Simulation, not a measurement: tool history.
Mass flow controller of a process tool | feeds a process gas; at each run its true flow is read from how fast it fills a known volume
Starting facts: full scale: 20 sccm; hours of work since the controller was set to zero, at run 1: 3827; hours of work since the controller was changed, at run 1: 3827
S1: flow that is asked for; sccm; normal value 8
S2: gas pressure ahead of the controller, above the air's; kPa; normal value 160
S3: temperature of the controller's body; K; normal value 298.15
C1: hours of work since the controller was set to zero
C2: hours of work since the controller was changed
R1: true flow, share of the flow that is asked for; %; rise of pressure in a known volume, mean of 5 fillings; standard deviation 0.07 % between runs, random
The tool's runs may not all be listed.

run    hour  S1   S2      S3    C1    C2      R1
  1     0.0   8  160  298.15  3827  3827   99.03
  2   326.1   8  160  298.15  4017  4017   99.06
  3   511.1   8  160  298.15  4125  4125   99.05
  4   773.5   8  160  298.15  4278  4278   99.09
  5   944.8   8  160  298.15  4377  4377   99.02
  6  1141.6   2  160  298.15  4492  4492  101.80
  7  1303.1   3  160  298.15  4586  4586  100.44
  8  1476.4   6  160  298.15  4687  4687   99.29
  9  1677.6   6  160  298.15  4804  4804   99.38
 10  1933.0   8  151  298.15  4953  4953   99.27
     1961.0  -- controller's zero set anew
 11  2211.3  12  160  298.15   146  5115   99.79
 12  2389.3   8  160  298.15   249  5218   99.96
     2420.5  -- controller's zero set anew, once more
 13  2615.8   8  160  298.15   114  5350   98.06
 14  2934.9   8  160  298.15   300  5536   98.31
 15  3129.2   8  160  298.15   413  5649   98.20
 16  3400.0   8  160  298.15   570  5806   98.09
 17  3542.5   8  160  298.15   653  5889   97.99
 18  3775.1  17  238  294.15   789  6025   99.20
 19  4037.7   6  238  309.15   942  6178   96.93
 20  4341.1   6  238  309.15  1118  6355   96.89
 21  4616.2   6  238  309.15  1279  6515   97.06
 22  4765.8   5  222  304.15  1366  6602   97.39
 23  4982.3  10  267  300.15  1492  6728   97.90
 24  5240.1  17  160  295.15  1642  6878   99.22
 25  5434.1  18  160  297.15  1755  6991   99.35
 26  5684.0  10  157  307.15  1900  7136   97.71
 27  5952.0   5  157  305.15  2056  7293   97.69
 28  6201.2  13  213  306.15  2202  7438   97.82
 29  6437.6  13  213  306.15  2339  7575   97.81
 30  6615.1   2  160  312.15  2443  7679   98.65
 31  6880.1   2  160  312.15  2597  7833   98.68
 32  7057.5  11  160  298.15  2700  7936   98.56
 33  7381.7   4  160  301.15  2889  8125   98.58
 34  7597.0   4  181  296.15  3014  8250   98.93

Here are 4 independent what-if runs from the current tool condition. What would each one return?
  A  7877.9  19  154  296.15  3178  8414   ?
  B  7877.9  10  183  297.15  3178  8414   ?
  C  7877.9   7  192  299.15  3178  8414   ?
  D  7877.9  12  160  300.15  3178  8414   ?

run     R1
  A  99.47
  B  98.51
  C  98.35
  D  98.43
Take away the tool's hidden state, keep each run's random variation, and the runs would have read:
run      R1
  A  100.26
  B   98.98
  C   98.53
  D   99.02
